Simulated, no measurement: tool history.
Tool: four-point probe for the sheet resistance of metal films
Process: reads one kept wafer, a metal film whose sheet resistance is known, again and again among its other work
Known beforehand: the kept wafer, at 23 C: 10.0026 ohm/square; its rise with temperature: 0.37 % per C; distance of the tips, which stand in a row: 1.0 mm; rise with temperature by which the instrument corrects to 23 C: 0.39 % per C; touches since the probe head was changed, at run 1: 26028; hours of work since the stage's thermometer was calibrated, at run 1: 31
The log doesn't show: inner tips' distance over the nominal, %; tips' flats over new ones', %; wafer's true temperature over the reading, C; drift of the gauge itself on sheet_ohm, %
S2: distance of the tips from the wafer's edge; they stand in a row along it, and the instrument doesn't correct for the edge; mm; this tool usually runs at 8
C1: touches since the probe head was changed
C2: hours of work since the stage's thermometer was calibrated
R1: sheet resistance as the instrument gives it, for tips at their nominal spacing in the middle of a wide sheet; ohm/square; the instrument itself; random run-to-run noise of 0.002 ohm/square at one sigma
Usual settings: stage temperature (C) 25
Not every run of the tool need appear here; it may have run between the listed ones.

Run 1, hour 0: usual settings; C1 26028; C2 31. Result: R1 10.0922 ohm/square.
Run 2, hour 20.9: usual settings; C1 26892; C2 45. Result: R1 10.091329 ohm/square.
Run 3, hour 39.4: usual settings; C1 27658; C2 58. Result: R1 10.095407 ohm/square.
Run 4, hour 64.3: usual settings; C1 28684; C2 76. Result: R1 10.094332 ohm/square.
Run 5, hour 79.9: usual settings but S2 38 mm; C1 29332; C2 87. Result: R1 10.008602 ohm/square.
Run 6, hour 101.5: usual settings but S2 38 mm; C1 30222; C2 102. Result: R1 10.014615 ohm/square.
Run 7, hour 131.1: usual settings but S2 38 mm; C1 31448; C2 123. Result: R1 10.011802 ohm/square.
Run 8, hour 160: usual settings but S2 38 mm; C1 32644; C2 143. Result: R1 10.012463 ohm/square.
Run 9, hour 177.2: usual settings but S2 38 mm; C1 33353; C2 155. Result: R1 10.015698 ohm/square.
Run 10, hour 203.2: usual settings; C1 34428; C2 173. Result: R1 10.091645 ohm/square.
Run 11, hour 234.2: usual settings; C1 35709; C2 195. Result: R1 10.091179 ohm/square.
Run 12, hour 259.4: usual settings; C1 36753; C2 212. Result: R1 10.087839 ohm/square.
Run 13, hour 278: usual settings but stage temperature (C) 19; C1 37520; C2 225. Result: R1 10.098632 ohm/square.
Run 14, hour 307.1: usual settings but stage temperature (C) 19, S2 21 mm; C1 38725; C2 246. Result: R1 10.025518 ohm/square.
Run 15, hour 335: usual settings but S2 18 mm; C1 39877; C2 265. Result: R1 10.025154 ohm/square.
Run 16, hour 355: usual settings; C1 40704; C2 279. Result: R1 10.088278 ohm/square.
Run 17, hour 383.6: usual settings; C1 41885; C2 299. Result: R1 10.09206 ohm/square.
Run 18, hour 397.6: usual settings; C1 42468; C2 309. Result: R1 10.090426 ohm/square.
Run 19, hour 427.7: usual settings; C1 43711; C2 330. Result: R1 10.089975 ohm/square.
Run 20, hour 450.7: usual settings; C1 44662; C2 346. Result: R1 10.091443 ohm/square.
Run 21, hour 466.1: usual settings; C1 45300; C2 357. Result: R1 10.09093 ohm/square.
Run 22, hour 487.9: usual settings but stage temperature (C) 22; C1 46198; C2 372. Result: R1 10.093784 ohm/square.
Run 23, hour 507.5: usual settings but stage temperature (C) 18, S2 4 mm; C1 47007; C2 386. Result: R1 10.337213 ohm/square.
Run 24, hour 532: usual settings but stage temperature (C) 18, S2 4 mm; C1 48021; C2 403. Result: R1 10.336513 ohm/square.
Run 25, hour 556.6: usual settings but stage temperature (C) 28, S2 4 mm; C1 49039; C2 420. Result: R1 10.325003 ohm/square.
Run 26, hour 574.9: usual settings but S2 6 mm; C1 49795; C2 433. Result: R1 10.152791 ohm/square.
Run 27, hour 589.6: usual settings but stage temperature (C) 27, S2 52 mm; C1 50404; C2 443. Result: R1 10.007748 ohm/square.
Run 28, hour 606.7: usual settings but S2 27 mm; C1 51110; C2 455. Result: R1 10.013223 ohm/square.
Run 29, hour 620.6: usual settings but S2 27 mm; C1 51684; C2 465. Result: R1 10.015863 ohm/square.
Run 30, hour 645.6: usual settings but stage temperature (C) 27, S2 10 mm; C1 52717; C2 482. Result: R1 10.054267 ohm/square.
Run 31, hour 666.6: usual settings but stage temperature (C) 27, S2 27 mm; C1 53589; C2 497. Result: R1 10.008005 ohm/square.
Run 32, hour 697.2: usual settings but stage temperature (C) 27, S2 27 mm; C1 54854; C2 519. Result: R1 10.009406 ohm/square.
Run 33, hour 716.7: usual settings but stage temperature (C) 31, S2 56 mm; C1 55657; C2 532. Result: R1 10.000472 ohm/square.
Run 34, hour 746.2: usual settings but stage temperature (C) 31, S2 56 mm; C1 56880; C2 553. Result: R1 9.998115 ohm/square.
Run 35, hour 759.3: usual settings but stage temperature (C) 31, S2 56 mm; C1 57419; C2 562. Result: R1 9.997095 ohm/square.
Run 36, hour 790.5: usual settings but stage temperature (C) 22, S2 5 mm; C1 58708; C2 584. Result: R1 10.218454 ohm/square.
Run 37, hour 808.5: usual settings but S2 48 mm; C1 59452; C2 596. Result: R1 10.009712 ohm/square.
Run 38, hour 822.1: usual settings but S2 48 mm; C1 60016; C2 606. Result: R1 10.006779 ohm/square.
Run 39, hour 846: usual settings but S2 17 mm; C1 61002; C2 623. Result: R1 10.024322 ohm/square.
Run 40, hour 873.1: usual settings but stage temperature (C) 27, S2 32 mm; C1 62124; C2 642. Result: R1 10.004964 ohm/square.
Run 41, hour 895.7: usual settings but stage temperature (C) 20, S2 5 mm; C1 63057; C2 657. Result: R1 10.223079 ohm/square.
Run 42, hour 909.5: usual settings but S2 22 mm; C1 63630; C2 667. Result: R1 10.012568 ohm/square.
Run 43, hour 929.7: usual settings but S2 22 mm; C1 64466; C2 681. Result: R1 10.013144 ohm/square.
Run 44, hour 961: usual settings but stage temperature (C) 34, S2 22 mm; C1 65760; C2 703. Result: R1 10.001119 ohm/square.

Below are 3 alternative next runs, each starting from the tool's condition after run 44. Predict each:
Run A, hour 981.2: usual settings but stage temperature (C) 34, S2 12 mm; C1 66592; C2 717. Result: R1 ?.
Run B, hour 981.2: usual settings but stage temperature (C) 27, S2 59 mm; C1 66592; C2 717. Result: R1 ?.
Run C, hour 981.2: usual settings but stage temperature (C) 20, S2 67 mm; C1 66592; C2 717. Result: R1 ?.

run         R1
  A  10.030989
  B  10.002451
  C  10.010604
Take away the tool's hidden state, keep each run's random variation, and the runs would have read:
run         R1
  A  10.028117
  B   9.999448
  C   10.00745
